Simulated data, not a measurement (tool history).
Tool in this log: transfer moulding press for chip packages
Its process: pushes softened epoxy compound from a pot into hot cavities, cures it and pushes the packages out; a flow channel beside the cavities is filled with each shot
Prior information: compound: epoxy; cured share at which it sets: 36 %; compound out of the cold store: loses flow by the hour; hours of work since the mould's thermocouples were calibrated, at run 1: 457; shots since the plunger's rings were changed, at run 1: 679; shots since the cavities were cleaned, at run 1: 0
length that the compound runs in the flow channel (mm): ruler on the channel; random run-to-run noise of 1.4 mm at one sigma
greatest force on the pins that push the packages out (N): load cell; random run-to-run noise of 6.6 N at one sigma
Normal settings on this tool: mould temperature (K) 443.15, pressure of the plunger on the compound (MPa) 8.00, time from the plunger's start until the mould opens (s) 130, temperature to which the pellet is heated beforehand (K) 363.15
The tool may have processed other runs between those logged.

run    hour  mould temperature (K)  pressure of the plunger on the compound (MPa)  time from the plunger's start until the mould opens (s)  temperature to which the pellet is heated beforehand (K)  hours of work since the mould's thermocouples were calibrated  shots since the plunger's rings were changed  shots since the cavities were cleaned  incoming compound's hours out of the cold store  length that the compound runs in the flow channel (mm)  greatest force on the pins that push the packages out (N)
  1     0.0                 443.15                                           8.00                                                      130                                                    363.15                                                            457                                           679                                      0                                             19.1                                                     612                                                        265
       48.4  -- cavities cleaned with cleaning compound and waxed
       94.4  -- cavities cleaned with cleaning compound and waxed
  2    95.7                 443.15                                           8.00                                                      130                                                    363.15                                                            521                                          1601                                     13                                             31.6                                                     578                                                        272
      141.7  -- cavities cleaned with cleaning compound and waxed
  3   179.4                 443.15                                           8.00                                                      130                                                    363.15                                                            578                                          2419                                    375                                             37.9                                                     565                                                        275
      193.9  -- cavities cleaned with cleaning compound and waxed
  4   236.3                 443.15                                           8.00                                                      130                                                    363.15                                                            616                                          2970                                    422                                             45.1                                                     547                                                        285
      246.3  -- cavities cleaned with cleaning compound and waxed
      277.6  -- plunger's sealing rings changed
      299.1  -- cavities cleaned with cleaning compound and waxed
  5   319.5                 441.15                                           8.00                                                      130                                                    363.15                                                            669                                           402                                    203                                             35.2                                                     576                                                        281
      349.5  -- cavities cleaned with cleaning compound and waxed
  6   386.0                 441.15                                           8.00                                                      130                                                    363.15                                                            714                                          1048                                    362                                             39.0                                                     566                                                        289
      400.5  -- mould's thermocouples calibrated
      402.0  -- cavities cleaned with cleaning compound and waxed
      451.5  -- cavities cleaned with cleaning compound and waxed
  7   454.1                 443.15                                           8.00                                                      130                                                    355.15                                                             35                                          1676                                     25                                             10.5                                                     637                                                        272
      497.4  -- cavities cleaned with cleaning compound and waxed
      545.3  -- cavities cleaned with cleaning compound and waxed
  8   545.5                 443.15                                           8.00                                                      142                                                    355.15                                                             96                                          2555                                      1                                             41.2                                                     558                                                        246
      594.2  -- cavities cleaned with cleaning compound and waxed
  9   622.5                 443.15                                           8.00                                                      130                                                    363.15                                                            147                                          3307                                    282                                             42.0                                                     551                                                        257
      630.3  -- plunger's sealing rings changed
      644.3  -- cavities cleaned with cleaning compound and waxed
      695.5  -- cavities cleaned with cleaning compound and waxed
 10   708.9                 443.15                                           8.00                                                      130                                                    365.15                                                            203                                           751                                    133                                             22.9                                                     602                                                        284
      741.0  -- cavities cleaned with cleaning compound and waxed
      786.5  -- cavities cleaned with cleaning compound and waxed
 11   798.1                 443.15                                           8.00                                                      130                                                    365.15                                                            262                                          1609                                    116                                              8.2                                                     642                                                        273
      833.1  -- cavities cleaned with cleaning compound and waxed
      881.6  -- cavities cleaned with cleaning compound and waxed
 12   883.6                 443.15                                           8.00                                                      130                                                    363.15                                                            319                                          2429                                     20                                             44.9                                                     547                                                        265
      926.7  -- cavities cleaned with cleaning compound and waxed
 13   951.7                 443.15                                           8.00                                                      130                                                    363.15                                                            365                                          3092                                    249                                             28.0                                                     590                                                        274
      975.0  -- cavities cleaned with cleaning compound and waxed
      983.2  -- plunger's sealing rings changed
 14  1010.3                 435.15                                           8.00                                                      137                                                    363.15                                                            402                                           269                                    326                                             24.9                                                     610                                                        356
     1024.1  -- cavities cleaned with cleaning compound and waxed
     1073.1  -- cavities cleaned with cleaning compound and waxed
 15  1094.7                 435.15                                           8.00                                                      143                                                    363.15                                                            458                                          1079                                    215                                             32.8                                                     589                                                        325
     1118.6  -- cavities cleaned with cleaning compound and waxed
 16  1136.8                 444.15                                           7.88                                                      116                                                    362.15                                                            486                                          1482                                    180                                             45.1                                                     544                                                        277
     1164.9  -- cavities cleaned with cleaning compound and waxed
 17  1189.6                 444.15                                           7.88                                                      116                                                    362.15                                                            521                                          1993                                    245                                             23.0                                                     598                                                        283
     1211.5  -- cavities cleaned with cleaning compound and waxed
     1258.5  -- cavities cleaned with cleaning compound and waxed
 18  1258.5                 444.15                                           7.88                                                      116                                                    362.15                                                            566                                          2649                                      0                                             41.9                                                     550                                                        282
     1304.1  -- cavities cleaned with cleaning compound and waxed
 19  1315.8                 444.15                                           7.88                                                      110                                                    368.15                                                            605                                          3204                                    116                                             40.7                                                     552                                                        302
     1336.6  -- plunger's sealing rings changed
     1353.1  -- cavities cleaned with cleaning compound and waxed
 20  1372.5                 443.15                                           8.00                                                      130                                                    373.15                                                            641                                           342                                    193                                             35.8                                                     570                                                        268
     1399.1  -- cavities cleaned with cleaning compound and waxed
     1445.8  -- cavities cleaned with cleaning compound and waxed
 21  1451.3                 443.15                                           6.26                                                      130                                                    369.15                                                            693                                          1096                                     55                                             33.1                                                     511                                                        257
     1495.9  -- mould's thermocouples calibrated
     1497.4  -- cavities cleaned with cleaning compound and waxed
 22  1506.1                 443.15                                           6.26                                                      153                                                    369.15                                                              6                                          1607                                     87                                             18.6                                                     544                                                        256
     1543.1  -- cavities cleaned with cleaning compound and waxed
     1588.3  -- cavities cleaned with cleaning compound and waxed
 23  1588.7                 448.15                                           6.79                                                      153                                                    369.15                                                             61                                          2398                                      4                                             15.2                                                     568                                                        243
     1634.0  -- cavities cleaned with cleaning compound and waxed
 24  1634.0                 448.15                                           6.79                                                      153                                                    369.15                                                             91                                          2834                                      0                                             24.4                                                     547                                                        247
 25  1674.6                 448.15                                           6.79                                                      153                                                    358.15                                                            119                                          3238                                    404                                             27.7                                                     538                                                        251

Consider 4 possible next runs. They are alternatives, not a sequence: every one starts from the tool as it was left by run 25. What does each give?
     1683.3  -- cavities cleaned with cleaning compound and waxed
     1694.2  -- plunger's sealing rings changed
  A  1724.3                 443.15                                           6.21                                                      133                                                    368.15                                                            150                                           300                                    384                                             25.7                                                       ?                                                          ?
     1683.3  -- cavities cleaned with cleaning compound and waxed
     1694.2  -- plunger's sealing rings changed
  B  1724.3                 439.15                                           6.79                                                      153                                                    358.15                                                            150                                           300                                    384                                             24.5                                                       ?                                                          ?
     1683.3  -- cavities cleaned with cleaning compound and waxed
     1694.2  -- plunger's sealing rings changed
  C  1724.3                 441.15                                           8.00                                                      130                                                    371.15                                                            150                                           300                                    384                                             21.9                                                       ?                                                          ?
     1683.3  -- cavities cleaned with cleaning compound and waxed
     1694.2  -- plunger's sealing rings changed
  D  1724.3                 447.15                                           8.00                                                      159                                                    363.15                                                            150                                           300                                    384                                             38.3                                                       ?                                                          ?

run  length that the compound runs in the flow channel (mm)  greatest force on the pins that push the packages out (N)
  A                                                     525                                                        260
  B                                                     557                                                        265
  C                                                     610                                                        301
  D                                                     558                                                        247
The same runs, with their run-to-run variation unchanged, on a tool lacking any hidden condition would have given:
run  length that the compound runs in the flow channel (mm)  greatest force on the pins that push the packages out (N)
  A                                                     525                                                        255
  B                                                     558                                                        261
  C                                                     610                                                        295
  D                                                     558                                                        243
